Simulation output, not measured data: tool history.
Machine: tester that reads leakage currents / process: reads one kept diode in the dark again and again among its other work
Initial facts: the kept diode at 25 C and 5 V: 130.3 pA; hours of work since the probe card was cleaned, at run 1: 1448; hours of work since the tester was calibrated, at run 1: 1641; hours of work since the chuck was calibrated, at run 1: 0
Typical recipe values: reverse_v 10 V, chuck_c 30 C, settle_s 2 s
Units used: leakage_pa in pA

run    hour  reverse_v  chuck_c  settle_s  hours of work since the probe card was cleaned  hours of work since the tester was calibrated  hours of work since the chuck was calibrated  leakage_pa
  1       0         10       30         2                                            1448                                           1641                                             0      316.63
  2    64.2         10       30         2                                            1489                                           1682                                            41       316.2
  3   121.9        2.2       30         2                                            1526                                           1719                                            78      133.23
  4   151.8        2.2       30         2                                            1545                                           1738                                            97      132.89
  5   217.3         10       30         2                                            1587                                           1780                                           139      319.46
  6   284.2         10       30         2                                            1630                                           1822                                           182      319.39
  7   323.6         10       30         2                                            1655                                           1848                                           207      319.35
  8   364.4         10       30         2                                            1681                                           1874                                           233      320.02
  9     410         10       40         2                                            1710                                           1903                                           262      742.92
 10   451.9         10       40         2                                            1737                                           1930                                           289      747.66
 11     513        3.5       30         2                                            1776                                           1969                                           328      175.57
 12   574.7        3.5       30         2                                            1815                                           2008                                           367      175.25
 13   609.4         10       30         2                                            1838                                           2030                                           390      321.93
 14   674.5       15.3       30         2                                            1879                                           2072                                           431      413.41
 15   712.3       15.3       30         2                                            1903                                           2096                                           455      416.38
 16   760.1         10       37         2                                            1934                                           2127                                           486      587.32
 17   828.9         10       37         2                                            1978                                           2171                                           530      592.77
 18   895.8         10       30         2                                            2021                                           2213                                           573      328.46
 19   960.4         10       53         2                                            2062                                           2255                                           614     2144.13
 20  1013.5         10       53         2                                            2096                                           2288                                           648     2155.46
     1020.7  -- probe card cleaned and baked
 21    1060         15       21      0.56                                              25                                           2316                                           676      205.03
 22  1101.1        3.2       30      8.57                                              51                                           2343                                           702      170.46
 23    1157        3.2       30      8.57                                              87                                           2378                                           738      170.25
     1184.8  -- probe card cleaned and baked, once more
 24  1212.2        5.9       40      7.88                                              18                                           2412                                           771      553.97
 25  1259.8        5.9       40      7.88                                              48                                           2442                                           801      555.31
 26  1318.6        5.9       40      7.88                                              86                                           2480                                           839      558.33
 27  1351.5        9.5       56      6.98                                             107                                           2501                                           860     2625.57
 28  1416.9        9.5       56      6.98                                             148                                           2543                                           902     2644.59
 29  1469.1        9.5       56      6.98                                             182                                           2576                                           935      2642.4
 30  1533.2        9.5       56      6.98                                             223                                           2617                                           976     2655.64
 31  1593.5        9.5       56      6.98                                             261                                           2655                                          1015     2643.72
 32  1657.1        9.5       56      6.98                                             302                                           2696                                          1055     2662.84
 33  1685.8        9.5       56      6.98                                             320                                           2714                                          1074     2655.13
 34  1716.5       10.4       56      3.04                                             340                                           2734                                          1093     2786.61
 35  1759.6       10.4       56      3.04                                             367                                           2762                                          1121     2793.41
     1813.2  -- chuck's temperature calibrated
 36  1821.6         10       37      0.97                                             406                                           2800                                             5      579.06
 37  1851.2        2.4       37      6.17                                             425                                           2819                                            24      256.35
 38    1914        1.3       26      1.26                                             465                                           2859                                            64        69.2
 39  1976.7        4.3       52      0.41                                             505                                           2899                                           105     1232.18

Forecast each of these 3 alternatives for the next run:
  A  2046.8        4.3       40      0.41                                             550                                           2944                                           149           ?
  B  2046.8          1       21      0.33                                             550                                           2944                                           149           ?
  C  2046.8        4.3       23      1.72                                             550                                           2944                                           149           ?

run  leakage_pa
  A      467.28
  B       38.27
  C      103.35
With the hidden condition removed and each run's random variation left untouched, the same runs would have given:
run  leakage_pa
  A      458.16
  B       37.14
  C        99.6

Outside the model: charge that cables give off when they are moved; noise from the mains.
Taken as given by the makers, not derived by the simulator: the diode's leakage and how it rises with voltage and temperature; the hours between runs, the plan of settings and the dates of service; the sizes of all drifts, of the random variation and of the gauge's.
